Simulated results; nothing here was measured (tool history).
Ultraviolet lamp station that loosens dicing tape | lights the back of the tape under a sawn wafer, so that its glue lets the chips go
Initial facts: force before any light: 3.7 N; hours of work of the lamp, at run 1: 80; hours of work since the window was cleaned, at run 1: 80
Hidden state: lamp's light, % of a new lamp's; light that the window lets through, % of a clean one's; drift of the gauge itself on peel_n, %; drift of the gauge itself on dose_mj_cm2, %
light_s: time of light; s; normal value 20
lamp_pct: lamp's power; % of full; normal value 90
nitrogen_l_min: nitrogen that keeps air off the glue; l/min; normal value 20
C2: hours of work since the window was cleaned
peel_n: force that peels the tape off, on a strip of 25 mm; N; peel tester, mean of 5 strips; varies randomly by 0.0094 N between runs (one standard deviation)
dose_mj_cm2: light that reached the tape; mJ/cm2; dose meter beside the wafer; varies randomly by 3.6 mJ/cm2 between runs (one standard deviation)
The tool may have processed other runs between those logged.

{"run": 1, "hour": 0.0, "light_s": 20, "lamp_pct": 90, "nitrogen_l_min": 20, "hours of work of the lamp": 80, "C2": 80, "peel_n": 0.435, "dose_mj_cm2": 573}
{"run": 2, "hour": 58.7, "light_s": 20, "lamp_pct": 90, "nitrogen_l_min": 20, "hours of work of the lamp": 126, "C2": 126, "peel_n": 0.457, "dose_mj_cm2": 558}
{"run": 3, "hour": 98.0, "light_s": 20, "lamp_pct": 90, "nitrogen_l_min": 11, "hours of work of the lamp": 157, "C2": 157, "peel_n": 0.662, "dose_mj_cm2": 546}
{"run": 4, "hour": 147.1, "light_s": 27, "lamp_pct": 90, "nitrogen_l_min": 11, "hours of work of the lamp": 196, "C2": 196, "peel_n": 0.416, "dose_mj_cm2": 733}
{"run": 5, "hour": 216.7, "light_s": 27, "lamp_pct": 90, "nitrogen_l_min": 11, "hours of work of the lamp": 251, "C2": 251, "peel_n": 0.439, "dose_mj_cm2": 710}
{"run": 6, "hour": 282.9, "light_s": 27, "lamp_pct": 90, "nitrogen_l_min": 8, "hours of work of the lamp": 303, "C2": 303, "peel_n": 0.57, "dose_mj_cm2": 687}
{"run": 7, "hour": 358.9, "light_s": 20, "lamp_pct": 90, "nitrogen_l_min": 20, "hours of work of the lamp": 363, "C2": 363, "peel_n": 0.582, "dose_mj_cm2": 496}
{"hour": 394.2, "done": "window cleaned of glue's vapour"}
{"run": 8, "hour": 405.5, "light_s": 20, "lamp_pct": 90, "nitrogen_l_min": 20, "hours of work of the lamp": 400, "C2": 9, "peel_n": 0.704, "dose_mj_cm2": 431}
{"run": 9, "hour": 475.5, "light_s": 20, "lamp_pct": 90, "nitrogen_l_min": 15, "hours of work of the lamp": 455, "C2": 64, "peel_n": 0.824, "dose_mj_cm2": 420}
{"run": 10, "hour": 540.8, "light_s": 20, "lamp_pct": 90, "nitrogen_l_min": 15, "hours of work of the lamp": 507, "C2": 116, "peel_n": 0.837, "dose_mj_cm2": 398}
{"hour": 559.6, "done": "window cleaned of glue's vapour, once more"}
{"run": 11, "hour": 590.9, "light_s": 38, "lamp_pct": 90, "nitrogen_l_min": 20, "hours of work of the lamp": 546, "C2": 25, "peel_n": 0.185, "dose_mj_cm2": 1034}
{"run": 12, "hour": 652.0, "light_s": 20, "lamp_pct": 91, "nitrogen_l_min": 20, "hours of work of the lamp": 594, "C2": 73, "peel_n": 0.505, "dose_mj_cm2": 536}
{"run": 13, "hour": 711.3, "light_s": 20, "lamp_pct": 90, "nitrogen_l_min": 20, "hours of work of the lamp": 641, "C2": 120, "peel_n": 0.53, "dose_mj_cm2": 522}
{"run": 14, "hour": 782.5, "light_s": 20, "lamp_pct": 90, "nitrogen_l_min": 20, "hours of work of the lamp": 697, "C2": 176, "peel_n": 0.548, "dose_mj_cm2": 506}
{"run": 15, "hour": 839.0, "light_s": 20, "lamp_pct": 90, "nitrogen_l_min": 20, "hours of work of the lamp": 742, "C2": 221, "peel_n": 0.547, "dose_mj_cm2": 496}
{"run": 16, "hour": 894.5, "light_s": 20, "lamp_pct": 90, "nitrogen_l_min": 9, "hours of work of the lamp": 786, "C2": 265, "peel_n": 0.862, "dose_mj_cm2": 479}
{"run": 17, "hour": 967.4, "light_s": 20, "lamp_pct": 90, "nitrogen_l_min": 9, "hours of work of the lamp": 843, "C2": 322, "peel_n": 0.94, "dose_mj_cm2": 461}
{"run": 18, "hour": 1042.0, "light_s": 20, "lamp_pct": 90, "nitrogen_l_min": 9, "hours of work of the lamp": 902, "C2": 381, "peel_n": 0.954, "dose_mj_cm2": 455}
{"hour": 1056.0, "done": "window cleaned of glue's vapour"}
{"run": 19, "hour": 1115.8, "light_s": 20, "lamp_pct": 90, "nitrogen_l_min": 9, "hours of work of the lamp": 960, "C2": 47, "peel_n": 0.79, "dose_mj_cm2": 510}
{"run": 20, "hour": 1198.0, "light_s": 20, "lamp_pct": 90, "nitrogen_l_min": 6, "hours of work of the lamp": 1025, "C2": 112, "peel_n": 1.067, "dose_mj_cm2": 489}
{"run": 21, "hour": 1242.9, "light_s": 20, "lamp_pct": 90, "nitrogen_l_min": 6, "hours of work of the lamp": 1061, "C2": 148, "peel_n": 1.082, "dose_mj_cm2": 482}
{"run": 22, "hour": 1311.6, "light_s": 11, "lamp_pct": 61, "nitrogen_l_min": 15, "hours of work of the lamp": 1115, "C2": 202, "peel_n": 1.949, "dose_mj_cm2": 172}
{"run": 23, "hour": 1358.2, "light_s": 11, "lamp_pct": 61, "nitrogen_l_min": 15, "hours of work of the lamp": 1152, "C2": 239, "peel_n": 2.042, "dose_mj_cm2": 172}
{"run": 24, "hour": 1414.2, "light_s": 23, "lamp_pct": 67, "nitrogen_l_min": 11, "hours of work of the lamp": 1196, "C2": 283, "peel_n": 1.067, "dose_mj_cm2": 383}
{"run": 25, "hour": 1463.6, "light_s": 20, "lamp_pct": 93, "nitrogen_l_min": 20, "hours of work of the lamp": 1235, "C2": 322, "peel_n": 0.656, "dose_mj_cm2": 454}
{"run": 26, "hour": 1512.9, "light_s": 25, "lamp_pct": 60, "nitrogen_l_min": 6, "hours of work of the lamp": 1274, "C2": 361, "peel_n": 1.47, "dose_mj_cm2": 355}
{"hour": 1553.1, "done": "window cleaned of glue's vapour"}
{"run": 27, "hour": 1553.1, "light_s": 30, "lamp_pct": 65, "nitrogen_l_min": 11, "hours of work of the lamp": 1305, "C2": 0, "peel_n": 0.695, "dose_mj_cm2": 534}
{"run": 28, "hour": 1635.1, "light_s": 16, "lamp_pct": 80, "nitrogen_l_min": 20, "hours of work of the lamp": 1370, "C2": 65, "peel_n": 0.95, "dose_mj_cm2": 339}
{"run": 29, "hour": 1687.5, "light_s": 13, "lamp_pct": 97, "nitrogen_l_min": 20, "hours of work of the lamp": 1411, "C2": 106, "peel_n": 1.018, "dose_mj_cm2": 322}
{"run": 30, "hour": 1758.7, "light_s": 22, "lamp_pct": 99, "nitrogen_l_min": 9, "hours of work of the lamp": 1468, "C2": 162, "peel_n": 0.761, "dose_mj_cm2": 549}
{"run": 31, "hour": 1827.5, "light_s": 22, "lamp_pct": 99, "nitrogen_l_min": 9, "hours of work of the lamp": 1522, "C2": 217, "peel_n": 0.789, "dose_mj_cm2": 529}
{"run": 32, "hour": 1884.2, "light_s": 11, "lamp_pct": 66, "nitrogen_l_min": 20, "hours of work of the lamp": 1567, "C2": 262, "peel_n": 1.862, "dose_mj_cm2": 168}
{"run": 33, "hour": 1929.4, "light_s": 30, "lamp_pct": 78, "nitrogen_l_min": 23, "hours of work of the lamp": 1603, "C2": 297, "peel_n": 0.457, "dose_mj_cm2": 545}
{"run": 34, "hour": 1963.1, "light_s": 30, "lamp_pct": 78, "nitrogen_l_min": 23, "hours of work of the lamp": 1629, "C2": 324, "peel_n": 0.428, "dose_mj_cm2": 533}
{"run": 35, "hour": 2032.7, "light_s": 30, "lamp_pct": 78, "nitrogen_l_min": 23, "hours of work of the lamp": 1684, "C2": 379, "peel_n": 0.485, "dose_mj_cm2": 516}
{"hour": 2049.0, "done": "window cleaned of glue's vapour"}
{"run": 36, "hour": 2093.0, "light_s": 34, "lamp_pct": 88, "nitrogen_l_min": 18, "hours of work of the lamp": 1732, "C2": 35, "peel_n": 0.295, "dose_mj_cm2": 744}
{"run": 37, "hour": 2172.9, "light_s": 23, "lamp_pct": 99, "nitrogen_l_min": 11, "hours of work of the lamp": 1795, "C2": 98, "peel_n": 0.642, "dose_mj_cm2": 547}
{"run": 38, "hour": 2239.8, "light_s": 38, "lamp_pct": 69, "nitrogen_l_min": 10, "hours of work of the lamp": 1847, "C2": 151, "peel_n": 0.595, "dose_mj_cm2": 614}
{"hour": 2296.6, "done": "lamp changed"}
{"run": 39, "hour": 2318.5, "light_s": 18, "lamp_pct": 69, "nitrogen_l_min": 19, "hours of work of the lamp": 17, "C2": 212, "peel_n": 0.867, "dose_mj_cm2": 381}
{"run": 40, "hour": 2387.0, "light_s": 31, "lamp_pct": 97, "nitrogen_l_min": 19, "hours of work of the lamp": 71, "C2": 266, "peel_n": 0.214, "dose_mj_cm2": 899}
{"run": 41, "hour": 2438.9, "light_s": 19, "lamp_pct": 69, "nitrogen_l_min": 19, "hours of work of the lamp": 112, "C2": 307, "peel_n": 0.847, "dose_mj_cm2": 382}
{"run": 42, "hour": 2482.5, "light_s": 25, "lamp_pct": 95, "nitrogen_l_min": 6, "hours of work of the lamp": 147, "C2": 342, "peel_n": 0.686, "dose_mj_cm2": 683}

Per-run results on a tool with no hidden state, each run keeping its own random variation:
run=1 peel_n=0.393 dose_mj_cm2=608
run=2 peel_n=0.396 dose_mj_cm2=607
run=3 peel_n=0.568 dose_mj_cm2=602
run=4 peel_n=0.339 dose_mj_cm2=825
run=5 peel_n=0.343 dose_mj_cm2=821
run=6 peel_n=0.426 dose_mj_cm2=817
run=7 peel_n=0.41 dose_mj_cm2=611
run=8 peel_n=0.405 dose_mj_cm2=604
run=9 peel_n=0.465 dose_mj_cm2=611
run=10 peel_n=0.449 dose_mj_cm2=600
run=11 peel_n=0.169 dose_mj_cm2=1145
run=12 peel_n=0.406 dose_mj_cm2=609
run=13 peel_n=0.409 dose_mj_cm2=609
run=14 peel_n=0.402 dose_mj_cm2=608
run=15 peel_n=0.386 dose_mj_cm2=611
run=16 peel_n=0.62 dose_mj_cm2=604
run=17 peel_n=0.645 dose_mj_cm2=601
run=18 peel_n=0.63 dose_mj_cm2=611
run=19 peel_n=0.609 dose_mj_cm2=607
run=20 peel_n=0.815 dose_mj_cm2=602
run=21 peel_n=0.81 dose_mj_cm2=605
run=22 peel_n=1.621 dose_mj_cm2=224
run=23 peel_n=1.678 dose_mj_cm2=227
run=24 peel_n=0.715 dose_mj_cm2=518
run=25 peel_n=0.385 dose_mj_cm2=628
run=26 peel_n=1.021 dose_mj_cm2=502
run=27 peel_n=0.499 dose_mj_cm2=658
run=28 peel_n=0.681 dose_mj_cm2=434
run=29 peel_n=0.711 dose_mj_cm2=422
run=30 peel_n=0.474 dose_mj_cm2=737
run=31 peel_n=0.471 dose_mj_cm2=734
run=32 peel_n=1.401 dose_mj_cm2=240
run=33 peel_n=0.243 dose_mj_cm2=790
run=34 peel_n=0.22 dose_mj_cm2=784
run=35 peel_n=0.237 dose_mj_cm2=786
run=36 peel_n=0.189 dose_mj_cm2=1003
run=37 peel_n=0.37 dose_mj_cm2=765
run=38 peel_n=0.32 dose_mj_cm2=885
run=39 peel_n=0.756 dose_mj_cm2=420
run=40 peel_n=0.182 dose_mj_cm2=1020
run=41 peel_n=0.686 dose_mj_cm2=442
run=42 peel_n=0.527 dose_mj_cm2=807
